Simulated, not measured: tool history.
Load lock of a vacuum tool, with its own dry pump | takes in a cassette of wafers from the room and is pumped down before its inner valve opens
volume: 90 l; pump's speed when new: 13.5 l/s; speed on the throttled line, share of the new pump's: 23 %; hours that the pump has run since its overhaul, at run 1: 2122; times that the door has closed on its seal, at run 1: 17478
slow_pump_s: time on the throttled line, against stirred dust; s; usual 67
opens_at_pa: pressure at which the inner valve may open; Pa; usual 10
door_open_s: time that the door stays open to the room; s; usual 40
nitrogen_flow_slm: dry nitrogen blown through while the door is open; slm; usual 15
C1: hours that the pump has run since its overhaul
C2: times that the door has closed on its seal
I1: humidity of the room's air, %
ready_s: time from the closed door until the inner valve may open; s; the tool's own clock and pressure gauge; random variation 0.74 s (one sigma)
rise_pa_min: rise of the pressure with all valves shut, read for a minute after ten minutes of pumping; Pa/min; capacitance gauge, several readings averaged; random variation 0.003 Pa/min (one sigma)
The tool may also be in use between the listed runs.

Run 1, day 0.000: usual settings; C1 2122; C2 17478; I1 43.8. Result: ready_s 115.9 s, rise_pa_min 0.092 Pa/min.
Run 2, day 5.312: usual settings; C1 2250; C2 17885; I1 45.2. Result: ready_s 112.5 s, rise_pa_min 0.092 Pa/min.
Run 3, day 7.942: usual settings but slow_pump_s 47 s; C1 2313; C2 18087; I1 41.4. Result: ready_s 99.0 s, rise_pa_min 0.093 Pa/min.
Run 4, day 12.796: usual settings but slow_pump_s 94 s; C1 2429; C2 18459; I1 47.8. Result: ready_s 134.6 s, rise_pa_min 0.096 Pa/min.
Run 5, day 17.796: usual settings but slow_pump_s 94 s, door_open_s 93 s; C1 2549; C2 18843; I1 42.7. Result: ready_s 134.0 s, rise_pa_min 0.103 Pa/min.
Run 6, day 22.338: usual settings but slow_pump_s 94 s, door_open_s 93 s; C1 2658; C2 19191; I1 47.7. Result: ready_s 134.6 s, rise_pa_min 0.111 Pa/min.
Run 7, day 25.188: usual settings but slow_pump_s 94 s, door_open_s 93 s; C1 2727; C2 19410; I1 47.1. Result: ready_s 135.0 s, rise_pa_min 0.112 Pa/min.
Run 8, day 29.367: usual settings but door_open_s 124 s; C1 2827; C2 19730; I1 44.4. Result: ready_s 115.8 s, rise_pa_min 0.116 Pa/min.
Run 9, day 34.250: usual settings; C1 2944; C2 20105; I1 45.5. Result: ready_s 114.1 s, rise_pa_min 0.105 Pa/min.
Run 10, day 39.325: usual settings; C1 3066; C2 20494; I1 44.3. Result: ready_s 114.3 s, rise_pa_min 0.111 Pa/min.
Run 11, day 44.508: usual settings; C1 3190; C2 20891; I1 45.7. Result: ready_s 113.0 s, rise_pa_min 0.107 Pa/min.
Run 12, day 49.533: usual settings; C1 3311; C2 21277; I1 43.7. Result: ready_s 114.3 s, rise_pa_min 0.121 Pa/min.
Run 13, day 54.838: usual settings but slow_pump_s 49 s; C1 3438; C2 21683; I1 45.6. Result: ready_s 99.8 s, rise_pa_min 0.122 Pa/min.
Run 14, day 60.192: usual settings but slow_pump_s 49 s; C1 3567; C2 22094; I1 48.2. Result: ready_s 101.0 s, rise_pa_min 0.121 Pa/min.
Run 15, day 63.333: usual settings; C1 3642; C2 22335; I1 46.0. Result: ready_s 112.5 s, rise_pa_min 0.125 Pa/min.
Run 16, day 67.646: usual settings; C1 3746; C2 22666; I1 47.9. Result: ready_s 115.0 s, rise_pa_min 0.129 Pa/min.
Run 17, day 70.500: usual settings; C1 3814; C2 22885; I1 48.4. Result: ready_s 114.5 s, rise_pa_min 0.131 Pa/min.
Run 18, day 73.375: usual settings; C1 3883; C2 23105; I1 46.1. Result: ready_s 114.1 s, rise_pa_min 0.134 Pa/min.
Run 19, day 76.108: usual settings; C1 3949; C2 23315; I1 41.1. Result: ready_s 114.0 s, rise_pa_min 0.134 Pa/min.
Run 20, day 81.358: usual settings but opens_at_pa 7 Pa, door_open_s 77 s; C1 4075; C2 23717; I1 44.2. Result: ready_s 117.4 s, rise_pa_min 0.137 Pa/min.
Run 21, day 85.592: usual settings but opens_at_pa 8 Pa, door_open_s 77 s; C1 4176; C2 24042; I1 46.8. Result: ready_s 116.8 s, rise_pa_min 0.141 Pa/min.
Run 22, day 90.700: usual settings but opens_at_pa 8 Pa, door_open_s 201 s, nitrogen_flow_slm 34 slm; C1 4299; C2 24434; I1 41.1. Result: ready_s 116.0 s, rise_pa_min 0.144 Pa/min.
Run 23, day 94.275: usual settings but door_open_s 32 s, nitrogen_flow_slm 5 slm; C1 4385; C2 24708; I1 48.4. Result: ready_s 115.0 s, rise_pa_min 0.147 Pa/min.
Run 24, day 96.888: usual settings but door_open_s 32 s, nitrogen_flow_slm 5 slm; C1 4447; C2 24908; I1 46.8. Result: ready_s 114.3 s, rise_pa_min 0.152 Pa/min.
Run 25, day 101.758: usual settings but door_open_s 32 s, nitrogen_flow_slm 5 slm; C1 4564; C2 25282; I1 43.6. Result: ready_s 115.0 s, rise_pa_min 0.142 Pa/min.
Run 26, day 106.454: usual settings but slow_pump_s 57 s, opens_at_pa 8 Pa, door_open_s 96 s; C1 4677; C2 25642; I1 43.8. Result: ready_s 109.3 s, rise_pa_min 0.156 Pa/min.
Run 27, day 112.292: usual settings but slow_pump_s 84 s, door_open_s 117 s; C1 4817; C2 26090; I1 46.7. Result: ready_s 128.2 s, rise_pa_min 0.161 Pa/min.
Run 28, day 116.912: usual settings but slow_pump_s 59 s, opens_at_pa 17 Pa, door_open_s 117 s; C1 4928; C2 26444; I1 41.6. Result: ready_s 104.5 s, rise_pa_min 0.166 Pa/min.
Run 29, day 120.992: usual settings but slow_pump_s 59 s, opens_at_pa 17 Pa, door_open_s 117 s; C1 5026; C2 26757; I1 43.7. Result: ready_s 104.5 s, rise_pa_min 0.163 Pa/min.
Run 30, day 126.400: usual settings but slow_pump_s 36 s, opens_at_pa 14 Pa, door_open_s 133 s, nitrogen_flow_slm 43 slm; C1 5156; C2 27171; I1 45.8. Result: ready_s 89.6 s, rise_pa_min 0.164 Pa/min.
Run 31, day 131.179: usual settings but slow_pump_s 36 s, opens_at_pa 14 Pa, door_open_s 133 s, nitrogen_flow_slm 43 slm; C1 5270; C2 27538; I1 48.3. Result: ready_s 88.8 s, rise_pa_min 0.163 Pa/min.
Run 32, day 136.321: usual settings but slow_pump_s 85 s; C1 5394; C2 27932; I1 46.0. Result: ready_s 127.9 s, rise_pa_min 0.171 Pa/min.
Run 33, day 138.758: usual settings but slow_pump_s 85 s; C1 5452; C2 28119; I1 44.2. Result: ready_s 128.6 s, rise_pa_min 0.172 Pa/min.
Run 34, day 142.067: usual settings but slow_pump_s 85 s; C1 5532; C2 28373; I1 46.8. Result: ready_s 127.4 s, rise_pa_min 0.171 Pa/min.
Run 35, day 147.262: usual settings but slow_pump_s 94 s, door_open_s 101 s; C1 5656; C2 28771; I1 46.0. Result: ready_s 137.0 s, rise_pa_min 0.188 Pa/min.
Run 36, day 151.108: usual settings but slow_pump_s 94 s, door_open_s 101 s; C1 5749; C2 29066; I1 43.0. Result: ready_s 136.5 s, rise_pa_min 0.187 Pa/min.

5 ways to go on from here, each from the tool as it stands after run 36. What would each give?
Run A, day 155.075: usual settings but slow_pump_s 94 s, opens_at_pa 13 Pa, door_open_s 101 s; C1 5844; C2 29370; I1 45.1. Result: ready_s ?, rise_pa_min ?.
Run B, day 155.075: usual settings but slow_pump_s 94 s, door_open_s 101 s, nitrogen_flow_slm 27 slm; C1 5844; C2 29370; I1 42.4. Result: ready_s ?, rise_pa_min ?.
Run C, day 155.075: usual settings but slow_pump_s 94 s, door_open_s 101 s, nitrogen_flow_slm 45 slm; C1 5844; C2 29370; I1 47.6. Result: ready_s ?, rise_pa_min ?.
Run D, day 155.075: usual settings but slow_pump_s 120 s, opens_at_pa 8 Pa, door_open_s 101 s, nitrogen_flow_slm 7 slm; C1 5844; C2 29370; I1 46.7. Result: ready_s ?, rise_pa_min ?.
Run E, day 155.075: usual settings but slow_pump_s 72 s, opens_at_pa 20 Pa, door_open_s 101 s; C1 5844; C2 29370; I1 44.2. Result: ready_s ?, rise_pa_min ?.

run  ready_s  rise_pa_min
  A    134.5        0.188
  B    136.0        0.176
  C    134.2        0.187
  D    157.0        0.196
  E    114.7        0.187
Without the tool's hidden state the same runs would have given:
run  ready_s  rise_pa_min
  A    133.0        0.017
  B    134.5        0.003
  C    132.7        0.011
  D    155.7        0.019
  E    113.2        0.016

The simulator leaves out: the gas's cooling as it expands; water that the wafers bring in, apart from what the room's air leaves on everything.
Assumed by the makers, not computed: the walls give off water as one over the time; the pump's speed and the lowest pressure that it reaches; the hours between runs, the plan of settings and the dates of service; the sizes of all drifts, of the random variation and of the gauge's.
